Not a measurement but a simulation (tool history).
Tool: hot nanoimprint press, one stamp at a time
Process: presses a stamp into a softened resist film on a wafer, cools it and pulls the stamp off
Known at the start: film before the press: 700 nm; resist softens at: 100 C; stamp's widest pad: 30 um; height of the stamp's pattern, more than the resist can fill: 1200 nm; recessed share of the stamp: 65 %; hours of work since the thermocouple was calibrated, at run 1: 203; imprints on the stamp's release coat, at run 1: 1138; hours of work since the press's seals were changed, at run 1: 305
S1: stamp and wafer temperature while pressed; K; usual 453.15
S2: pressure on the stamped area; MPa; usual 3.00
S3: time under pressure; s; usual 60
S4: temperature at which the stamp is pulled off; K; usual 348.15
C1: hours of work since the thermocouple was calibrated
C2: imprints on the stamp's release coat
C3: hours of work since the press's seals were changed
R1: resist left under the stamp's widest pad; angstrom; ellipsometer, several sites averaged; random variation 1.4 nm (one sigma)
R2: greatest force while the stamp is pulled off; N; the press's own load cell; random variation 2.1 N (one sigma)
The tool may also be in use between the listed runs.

run   hour      S1    S2  S3      S4   C1    C2   C3    R1   R2
  1    0.0  453.15  3.00  60  348.15  203  1138  305  3763  115
      12.0  -- stamp cleaned and given a new release coat
  2   29.6  453.15  3.99  60  348.15  221    53  323  3283   91
  3   55.8  453.15  3.99  60  348.15  241   132  343  3261   93
      70.5  -- plate thermocouple calibrated
  4   70.5  453.15  3.99  60  348.15    0   167  352  3208   90
  5   86.4  453.15  3.99  60  348.15   12   215  365  3214   89
  6   98.3  453.15  3.00  60  348.15   22   251  374  3657   91
     111.4  -- plate thermocouple calibrated, once more
  7  119.9  453.15  3.00  60  348.15    7   307  388  3814   96
  8  133.6  453.15  3.00  60  348.15   17   348  399  3824   98
  9  158.8  453.15  3.00  60  348.15   37   424  419  3803   98
 10  180.5  453.15  3.00  60  348.15   54   489  436  3822  100
 11  201.9  453.15  3.00  60  348.15   70   554  452  3807  103
 12  218.4  453.15  3.00  60  348.15   83   604  465  3821   98
 13  234.8  453.15  3.00  60  348.15   96   653  478  3781   99
 14  255.6  453.15  3.00  60  348.15  112   716  494  3802  104
 15  267.8  453.15  3.00  60  348.15  122   752  504  3803  105
 16  292.2  453.15  3.00  60  350.15  141   826  523  3807  104
 17  310.6  443.15  3.00  60  350.15  155   881  537  5005   99
 18  331.0  447.15  3.00  42  348.15  171   943  553  4936  106
 19  356.8  458.15  3.00  58  335.15  191  1020  573  3311  132
 20  381.5  465.15  3.72  58  347.15  210  1095  592  2417  112
 21  400.3  465.15  3.72  58  342.15  225  1152  607  2425  125
     408.7  -- stamp cleaned and given a new release coat
 22  428.2  441.15  3.00  60  354.15  242    59  624  5229   78
     442.4  -- plate thermocouple calibrated
 23  457.2  441.15  3.00  60  354.15   12   137  644  5315   85
 24  471.6  441.15  3.00  60  354.15   23   180  655  5346   85
 25  482.3  453.15  3.00  37  345.15   31   212  664  4460   97
 26  497.2  458.15  3.00  37  345.15   43   257  675  3926  100
 27  518.3  458.15  3.00  37  345.15   59   321  692  3898   99
 28  539.6  460.15  2.47  38  339.15   76   385  708  3984  111
 29  554.3  453.15  3.00  69  349.15   87   429  720  3715   93
 30  576.9  453.15  3.00  69  349.15  105   497  737  3688   98

Measured less the same run without the tool's hidden state. The same run-to-run variation is in both; the gauge's scatter may not be:
The hidden state here: true temperature over the reading, C; pressure that arrives at the usual setting, %; grip of the stamp's worn release coat, % over a new coat's; drift of the gauge itself on residual_nm, %; drift of the gauge itself on pull_off_n, %.
run    R1   R2
  1   -34  +22
  2   -21   +0
  3   -24   +1
  4   -76   +1
  5   -78   +2
  6  -103   +3
  7   +44   +5
  8   +43   +6
  9   +39   +7
 10   +36   +9
 11   +32  +11
 12   +29  +11
 13   +26  +11
 14   +23  +13
 15   +22  +14
 16   +18  +15
 17    +5  +15
 18    +6  +17
 19   +13  +22
 20   +30  +20
 21   +28  +23
 22   -20   +0
 23   +89   +2
 24   +87   +3
 25   +97   +4
 26   +94   +5
 27   +91   +6
 28   +70   +8
 29   +84   +8
 30   +80   +9
